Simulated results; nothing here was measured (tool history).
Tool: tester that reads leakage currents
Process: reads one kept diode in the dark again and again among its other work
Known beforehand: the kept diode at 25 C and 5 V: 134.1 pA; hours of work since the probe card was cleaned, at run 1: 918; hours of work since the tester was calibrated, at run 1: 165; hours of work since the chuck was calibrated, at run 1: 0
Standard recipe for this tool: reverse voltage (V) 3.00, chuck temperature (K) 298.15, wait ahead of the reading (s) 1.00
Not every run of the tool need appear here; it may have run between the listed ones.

run   hour  reverse voltage (V)  chuck temperature (K)  wait ahead of the reading (s)  hours of work since the probe card was cleaned  hours of work since the tester was calibrated  hours of work since the chuck was calibrated  current that the tester gives (pA)
  1    0.0                 3.00                 298.15                           1.00                                             918                                            165                                             0                              120.87
  2   21.4                 3.00                 300.15                           1.00                                             934                                            182                                            17                              142.44
  3   57.7                 3.00                 298.15                           1.00                                             963                                            210                                            45                              120.78
  4   88.8                 3.00                 300.15                           1.00                                             987                                            234                                            69                              142.36
  5  119.0                 3.00                 305.15                           1.00                                            1010                                            257                                            92                              213.28
  6  138.3                 3.00                 305.15                           1.00                                            1025                                            272                                           107                              213.36
  7  173.9                 3.00                 305.15                           1.67                                            1053                                            300                                           135                              213.26
  8  192.6                 3.00                 305.15                           1.67                                            1067                                            314                                           149                              212.43
  9  223.7                 3.00                 305.15                           1.67                                            1091                                            339                                           174                              212.05
 10  258.9                 3.00                 305.15                           1.67                                            1119                                            366                                           201                              212.49
 11  290.5                 3.00                 305.15                           1.00                                            1143                                            390                                           225                              211.42
 12  310.9                 3.00                 305.15                           1.00                                            1159                                            406                                           241                              212.22
 13  334.6                 3.00                 305.15                           6.52                                            1177                                            425                                           260                              210.73
 14  359.2                 3.00                 305.15                           6.52                                            1197                                            444                                           279                              212.47
 15  376.9                 3.00                 305.15                           6.52                                            1210                                            457                                           292                              210.60
 16  409.7                 3.00                 305.15                           6.52                                            1236                                            483                                           318                              210.45
 17  429.8                 3.00                 298.15                           1.00                                            1251                                            499                                           334                              118.87
 18  454.5                 3.00                 298.15                           1.00                                            1270                                            518                                           353                              118.58
 19  483.1                 3.00                 298.15                           1.00                                            1293                                            540                                           375                              118.42
 20  500.1                 1.35                 298.15                           1.00                                            1306                                            553                                           388                               89.59
 21  535.1                 1.04                 305.15                           0.40                                            1333                                            580                                           415                              146.81
 22  552.4                 1.04                 305.15                           0.40                                            1346                                            594                                           429                              147.11
 23  568.5                 3.00                 332.15                           1.00                                            1359                                            606                                           441                             1604.40
 24  590.8                 3.00                 332.15                           1.00                                            1376                                            623                                           458                             1608.16
 25  616.5                 2.58                 308.15                           1.14                                            1396                                            643                                           478                              251.53
 26  637.4                 2.58                 308.15                           1.14                                            1412                                            660                                           495                              251.84
 27  655.0                 1.47                 308.15                           1.00                                            1426                                            673                                           508                              208.17
 28  684.7                 1.47                 308.15                           1.00                                            1449                                            696                                           531                              207.59
 29  701.9                 1.47                 308.15                           1.00                                            1462                                            710                                           545                              207.06
 30  727.0                 3.00                 300.15                           0.42                                            1482                                            729                                           564                              139.85
 31  755.9                 3.00                 300.15                           0.42                                            1504                                            752                                           587                              139.36
 32  784.8                 3.00                 300.15                           0.42                                            1527                                            774                                           609                              138.67
 33  809.1                 3.00                 300.15                           0.42                                            1546                                            793                                           628                              138.46
 34  829.7                 3.00                 300.15                           0.42                                            1562                                            809                                           644                              138.76
 35  850.1                 2.06                 300.15                           1.09                                            1577                                            825                                           660                              120.89
     865.2  -- probe card cleaned and baked
 36  881.0                 3.23                 296.15                           1.00                                              12                                            846                                           681                               93.13
 37  900.4                 3.00                 295.15                           1.17                                              27                                            861                                           696                               83.59
 38  919.8                 2.55                 300.15                           0.43                                              42                                            876                                           711                              123.39
 39  955.5                 2.55                 300.15                           0.43                                              70                                            904                                           739                              123.41
 40  986.0                 2.55                 300.15                           0.43                                              94                                            928                                           763                              122.66

Predict each of these 3 candidate next runs independently; none follows another, all start after run 40:
  A  1009.2                 5.52                 331.15                           1.00                                             112                                            946                                           781                                   ?
  B  1009.2                 1.44                 310.15                           9.62                                             112                                            946                                           781                                   ?
  C  1009.2                 2.55                 306.15                           0.43                                             112                                            946                                           781                                   ?

run  current that the tester gives (pA)
  A                             1765.06
  B                              231.86
  C                              202.58
What these runs would have given with no unlogged condition in the tool:
run  current that the tester gives (pA)
  A                             1854.79
  B                              245.40
  C                              214.40
